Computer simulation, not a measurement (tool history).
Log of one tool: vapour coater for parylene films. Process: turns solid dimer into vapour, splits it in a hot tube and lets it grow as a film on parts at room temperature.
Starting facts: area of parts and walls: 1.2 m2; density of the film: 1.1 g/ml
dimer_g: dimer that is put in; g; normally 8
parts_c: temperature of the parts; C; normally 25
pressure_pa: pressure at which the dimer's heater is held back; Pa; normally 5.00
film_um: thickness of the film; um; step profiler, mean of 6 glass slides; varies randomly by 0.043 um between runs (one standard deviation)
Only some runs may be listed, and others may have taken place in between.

{"run": 1, "hour": 0.0, "dimer_g": 8, "parts_c": 25, "pressure_pa": 5.0, "film_um": 4.63}
{"run": 2, "hour": 20.7, "dimer_g": 12, "parts_c": 25, "pressure_pa": 5.0, "film_um": 7.01}
{"run": 3, "hour": 31.3, "dimer_g": 12, "parts_c": 25, "pressure_pa": 5.0, "film_um": 6.86}
{"run": 4, "hour": 44.0, "dimer_g": 8, "parts_c": 20, "pressure_pa": 5.0, "film_um": 5.39}
{"run": 5, "hour": 65.6, "dimer_g": 8, "parts_c": 20, "pressure_pa": 5.0, "film_um": 5.41}
{"run": 6, "hour": 84.0, "dimer_g": 8, "parts_c": 17, "pressure_pa": 5.0, "film_um": 5.87}
{"run": 7, "hour": 94.2, "dimer_g": 8, "parts_c": 17, "pressure_pa": 5.0, "film_um": 5.78}
{"run": 8, "hour": 115.3, "dimer_g": 8, "parts_c": 25, "pressure_pa": 5.0, "film_um": 4.6}
{"run": 9, "hour": 132.8, "dimer_g": 8, "parts_c": 25, "pressure_pa": 5.0, "film_um": 4.57}
{"run": 10, "hour": 150.9, "dimer_g": 8, "parts_c": 25, "pressure_pa": 10.46, "film_um": 4.18}
{"run": 11, "hour": 170.8, "dimer_g": 8, "parts_c": 25, "pressure_pa": 10.46, "film_um": 4.16}
{"run": 12, "hour": 184.8, "dimer_g": 8, "parts_c": 25, "pressure_pa": 10.46, "film_um": 4.14}
{"run": 13, "hour": 200.5, "dimer_g": 8, "parts_c": 25, "pressure_pa": 10.46, "film_um": 4.14}
{"run": 14, "hour": 209.9, "dimer_g": 8, "parts_c": 25, "pressure_pa": 10.46, "film_um": 4.09}
{"run": 15, "hour": 224.7, "dimer_g": 8, "parts_c": 25, "pressure_pa": 10.46, "film_um": 4.12}
{"run": 16, "hour": 240.8, "dimer_g": 8, "parts_c": 25, "pressure_pa": 10.46, "film_um": 4.05}
{"run": 17, "hour": 258.9, "dimer_g": 8, "parts_c": 25, "pressure_pa": 10.46, "film_um": 4.06}
{"run": 18, "hour": 272.7, "dimer_g": 8, "parts_c": 25, "pressure_pa": 10.46, "film_um": 4.02}
{"run": 19, "hour": 288.1, "dimer_g": 8, "parts_c": 18, "pressure_pa": 5.0, "film_um": 5.52}
{"run": 20, "hour": 304.4, "dimer_g": 8, "parts_c": 18, "pressure_pa": 5.0, "film_um": 5.51}
{"run": 21, "hour": 323.6, "dimer_g": 8, "parts_c": 18, "pressure_pa": 5.0, "film_um": 5.54}
{"run": 22, "hour": 332.8, "dimer_g": 8, "parts_c": 18, "pressure_pa": 5.0, "film_um": 5.39}
{"run": 23, "hour": 351.5, "dimer_g": 8, "parts_c": 25, "pressure_pa": 5.0, "film_um": 4.37}
{"run": 24, "hour": 369.9, "dimer_g": 4, "parts_c": 30, "pressure_pa": 9.23, "film_um": 1.76}
{"run": 25, "hour": 388.5, "dimer_g": 5, "parts_c": 30, "pressure_pa": 2.23, "film_um": 2.54}
{"run": 26, "hour": 404.9, "dimer_g": 5, "parts_c": 30, "pressure_pa": 2.23, "film_um": 2.62}
{"run": 27, "hour": 421.9, "dimer_g": 5, "parts_c": 30, "pressure_pa": 2.23, "film_um": 2.54}
{"run": 28, "hour": 431.2, "dimer_g": 8, "parts_c": 28, "pressure_pa": 5.0, "film_um": 3.97}
{"run": 29, "hour": 448.9, "dimer_g": 3, "parts_c": 33, "pressure_pa": 5.0, "film_um": 1.29}
{"run": 30, "hour": 463.1, "dimer_g": 3, "parts_c": 25, "pressure_pa": 5.0, "film_um": 1.57}
{"run": 31, "hour": 473.9, "dimer_g": 3, "parts_c": 25, "pressure_pa": 5.0, "film_um": 1.58}
{"run": 32, "hour": 484.6, "dimer_g": 3, "parts_c": 18, "pressure_pa": 5.0, "film_um": 1.98}
{"run": 33, "hour": 504.4, "dimer_g": 3, "parts_c": 36, "pressure_pa": 4.46, "film_um": 1.19}
{"run": 34, "hour": 520.1, "dimer_g": 3, "parts_c": 17, "pressure_pa": 4.46, "film_um": 2.0}
{"run": 35, "hour": 542.0, "dimer_g": 3, "parts_c": 17, "pressure_pa": 4.46, "film_um": 1.97}
{"run": 36, "hour": 561.9, "dimer_g": 6, "parts_c": 25, "pressure_pa": 5.0, "film_um": 3.2}
{"run": 37, "hour": 574.5, "dimer_g": 13, "parts_c": 20, "pressure_pa": 2.57, "film_um": 8.59}
{"run": 38, "hour": 589.3, "dimer_g": 13, "parts_c": 20, "pressure_pa": 2.57, "film_um": 8.5}
{"run": 39, "hour": 609.7, "dimer_g": 13, "parts_c": 20, "pressure_pa": 2.57, "film_um": 8.47}
{"run": 40, "hour": 619.0, "dimer_g": 9, "parts_c": 32, "pressure_pa": 2.4, "film_um": 4.18}
{"hour": 630.0, "done": "trap's valve overhauled"}
{"run": 41, "hour": 640.7, "dimer_g": 9, "parts_c": 32, "pressure_pa": 2.4, "film_um": 4.63}
{"run": 42, "hour": 650.8, "dimer_g": 9, "parts_c": 32, "pressure_pa": 2.4, "film_um": 4.69}
{"run": 43, "hour": 661.8, "dimer_g": 9, "parts_c": 32, "pressure_pa": 2.59, "film_um": 4.62}
{"run": 44, "hour": 672.4, "dimer_g": 4, "parts_c": 32, "pressure_pa": 8.49, "film_um": 1.78}
{"run": 45, "hour": 685.7, "dimer_g": 3, "parts_c": 30, "pressure_pa": 9.85, "film_um": 1.38}
{"run": 46, "hour": 705.3, "dimer_g": 3, "parts_c": 30, "pressure_pa": 9.85, "film_um": 1.35}

Some steps in film_um, run to run, broken into two amounts with sign: the step expected even without the hidden condition (settings, incoming material, random variation), and the rest, left for the hidden condition together with whatever gauge scatter is not in both the measured and the hidden-condition-free result:
Unlogged tool condition in this case: vapour lost through the trap's worn valve, %; true temperature of the parts over the reading, C; drift of the gauge itself on film_um, %.
Run 36 -> 37: dimer_g 6 -> 13, parts_c 25 -> 20, pressure_pa 5.00 -> 2.57. film_um +5.39 um: hidden state -0.66, all else +6.05.
Run 39 -> 40: dimer_g 13 -> 9, parts_c 20 -> 32, pressure_pa 2.57 -> 2.40. film_um -4.29 um: hidden state +0.55, all else -4.84.
Run 40 -> 41: trap's valve overhauled. film_um +0.45 um: hidden state +0.54, all else -0.09.
Run 43 -> 44: dimer_g 9 -> 4, pressure_pa 2.59 -> 8.49. film_um -2.84 um: hidden state +0.00, all else -2.84.
